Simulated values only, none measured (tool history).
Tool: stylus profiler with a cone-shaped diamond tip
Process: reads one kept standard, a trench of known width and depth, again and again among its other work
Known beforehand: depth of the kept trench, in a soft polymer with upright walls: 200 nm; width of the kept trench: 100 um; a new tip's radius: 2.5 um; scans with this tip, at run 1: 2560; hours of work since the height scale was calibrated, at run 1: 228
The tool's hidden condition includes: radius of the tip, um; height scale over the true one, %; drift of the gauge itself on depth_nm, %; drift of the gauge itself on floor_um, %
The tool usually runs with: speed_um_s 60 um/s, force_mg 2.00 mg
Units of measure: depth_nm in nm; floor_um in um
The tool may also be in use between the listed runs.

run,hour,speed_um_s,force_mg,scans with this tip,hours of work since the height scale was calibrated,depth_nm,floor_um
1,0.0,60,2.00,2560,228,200.89,97.57
2,50.1,60,2.00,2970,265,200.92,97.53
3,79.8,94,2.00,3213,286,200.92,97.36
4,133.2,94,2.00,3649,325,200.85,97.40
5,178.3,60,2.00,4019,358,200.92,97.49
6,220.2,60,2.99,4361,388,201.46,97.55
7,264.8,60,2.99,4726,421,201.41,97.57
8,299.9,60,2.00,5013,447,201.01,97.43
9,351.2,41,2.00,5432,484,201.07,97.55
10,398.5,169,2.00,5819,518,201.03,96.83
11,445.9,169,2.00,6206,553,201.12,96.86
12,474.2,60,4.45,6438,574,201.79,97.52
# hour 479.0: height scale calibrated on a step standard
13,515.2,60,4.45,6769,26,201.70,97.50
14,548.5,60,1.19,7042,51,200.93,97.23
15,589.9,71,2.00,7380,81,201.07,97.28
16,630.8,60,2.13,7714,111,201.32,97.37
17,679.7,60,2.13,8114,146,201.42,97.38
18,733.8,60,2.13,8557,186,201.38,97.29
19,769.2,60,2.13,8846,211,201.32,97.31
20,803.5,60,2.13,9126,236,201.31,97.32
# hour 817.7: height scale calibrated on a step standard, once more
21,833.0,27,1.38,9364,11,200.78,97.44
22,882.1,27,1.38,9765,47,200.79,97.48
23,926.4,23,0.84,10128,79,200.60,97.38
24,985.7,186,1.35,10613,122,200.76,96.37
25,1020.8,186,1.35,10900,148,200.70,96.36
26,1080.7,77,1.61,11390,192,200.87,97.10
27,1109.8,35,3.10,11627,213,201.31,97.38
28,1161.2,180,5.91,12048,250,201.89,96.89
29,1212.8,36,5.91,12470,288,202.17,97.40

Run 30, settings as shown, results not yet in. Your forecast:
30,1259.4,82,0.68,12850,322,?,?

depth_nm: 200.67 nm
floor_um: 96.78 um
With the hidden condition absent and the run-to-run variation left alone, this run would have shown depth_nm 200.55 nm, floor_um 97.32 um.
